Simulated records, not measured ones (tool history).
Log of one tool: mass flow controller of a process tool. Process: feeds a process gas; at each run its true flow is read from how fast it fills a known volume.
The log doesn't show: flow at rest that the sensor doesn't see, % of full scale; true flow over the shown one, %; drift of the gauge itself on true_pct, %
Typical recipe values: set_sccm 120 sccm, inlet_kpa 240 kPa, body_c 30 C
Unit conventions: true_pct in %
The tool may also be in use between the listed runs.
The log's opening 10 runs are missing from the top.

| run | hour | set_sccm | inlet_kpa | body_c | hours of work since the controller was set to zero | hours of work since the controller was changed | true_pct |
|---|---|---|---|---|---|---|---|
| 11 | 915.0 | 120 | 229 | 30 | 384 | 384 | 98.65 |
| 12 | 999.8 | 120 | 229 | 30 | 417 | 417 | 98.66 |
| 13 | 1099.1 | 120 | 229 | 30 | 455 | 455 | 98.67 |
| 14 | 1149.6 | 120 | 229 | 30 | 475 | 475 | 98.62 |
| 15 | 1244.5 | 120 | 229 | 30 | 512 | 512 | 98.52 |
| 16 | 1296.9 | 66 | 228 | 30 | 532 | 532 | 97.51 |
| 17 | 1398.5 | 104 | 192 | 30 | 572 | 572 | 98.24 |
| 18 | 1475.8 | 38 | 273 | 30 | 602 | 602 | 96.89 |
| 19 | 1559.8 | 120 | 190 | 27 | 634 | 634 | 98.45 |
| 20 | 1669.9 | 153 | 240 | 25 | 677 | 677 | 99.46 |
| 21 | 1730.6 | 153 | 240 | 25 | 701 | 701 | 99.45 |
| 22 | 1844.1 | 153 | 240 | 25 | 745 | 745 | 99.45 |
| 23 | 1948.6 | 90 | 159 | 31 | 786 | 786 | 97.53 |
| 24 | 2051.1 | 120 | 240 | 35 | 826 | 826 | 98.45 |
| 25 | 2131.8 | 128 | 163 | 30 | 857 | 857 | 98.33 |
| 26 | 2192.9 | 28 | 152 | 27 | 881 | 881 | 95.49 |
| 27 | 2296.5 | 43 | 229 | 25 | 921 | 921 | 96.92 |
| 28 | 2389.2 | 161 | 241 | 36 | 957 | 957 | 99.00 |
| 29 | 2501.7 | 107 | 240 | 27 | 1001 | 1001 | 98.54 |
| 30 | 2595.2 | 53 | 246 | 39 | 1037 | 1037 | 96.56 |

Each row is a separate what-if for the run after 30, all from the same tool condition, not one after another. Results?
| A | 2643.0 | 120 | 280 | 24 | 1056 | 1056 | ? |
| B | 2643.0 | 21 | 144 | 23 | 1056 | 1056 | ? |
| C | 2643.0 | 53 | 176 | 39 | 1056 | 1056 | ? |

| run | true_pct |
|---|---|
| A | 99.32 |
| B | 94.79 |
| C | 96.08 |
Had the tool no hidden state, the same runs would have come out as:
| run | true_pct |
|---|---|
| A | 99.39 |
| B | 96.98 |
| C | 96.72 |

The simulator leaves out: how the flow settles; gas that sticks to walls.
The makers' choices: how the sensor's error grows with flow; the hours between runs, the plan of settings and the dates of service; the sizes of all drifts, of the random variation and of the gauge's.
